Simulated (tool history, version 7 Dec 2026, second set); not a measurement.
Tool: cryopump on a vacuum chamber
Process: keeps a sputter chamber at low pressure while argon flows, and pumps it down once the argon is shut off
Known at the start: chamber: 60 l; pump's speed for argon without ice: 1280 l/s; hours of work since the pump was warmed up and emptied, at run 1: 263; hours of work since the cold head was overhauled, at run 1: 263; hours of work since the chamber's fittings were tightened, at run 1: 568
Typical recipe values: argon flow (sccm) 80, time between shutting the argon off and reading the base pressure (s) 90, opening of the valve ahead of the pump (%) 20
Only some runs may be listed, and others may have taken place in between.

run    day  argon flow (sccm)  time between shutting the argon off and reading the base pressure (s)  opening of the valve ahead of the pump (%)  hours of work since the pump was warmed up and emptied  hours of work since the cold head was overhauled  hours of work since the chamber's fittings were tightened  pressure while argon flows (Pa)  pressure after the wait (uPa)
  1  0.000                 80                                                                     90                                          20                                                     263                                               263                                                        568                           0.5329                           1.59
  2  0.908                 80                                                                     90                                          20                                                     277                                               277                                                        582                           0.5365                           1.67
  3  1.612                 80                                                                     90                                          20                                                     288                                               288                                                        593                           0.5331                           1.66
  4  2.667                 80                                                                     90                                          20                                                     305                                               305                                                        610                           0.5358                           1.70
  5  3.296                 80                                                                     90                                          20                                                     315                                               315                                                        620                           0.5367                           1.65
  6  4.300                 80                                                                     37                                          20                                                     331                                               331                                                        636                           0.5402                           2.18
  7  5.046                 80                                                                     37                                          20                                                     343                                               343                                                        648                           0.5364                           2.24
  8  6.033                 80                                                                     37                                          20                                                     358                                               358                                                        663                           0.5419                           2.24
  9  7.062                 80                                                                     90                                          15                                                     374                                               374                                                        680                           0.7094                           1.85

Predict the results of run 10:
 10  7.608                 78                                                                     90                                          16                                                     383                                               383                                                        688                                ?                              ?

{"run 10": {"pressure while argon flows (Pa)": 0.6471, "pressure after the wait (uPa)": 1.84}}
If the tool had no hidden condition, the same run with the same run-to-run variation would have returned pressure while argon flows (Pa) 0.6377, pressure after the wait (uPa) 0.54.
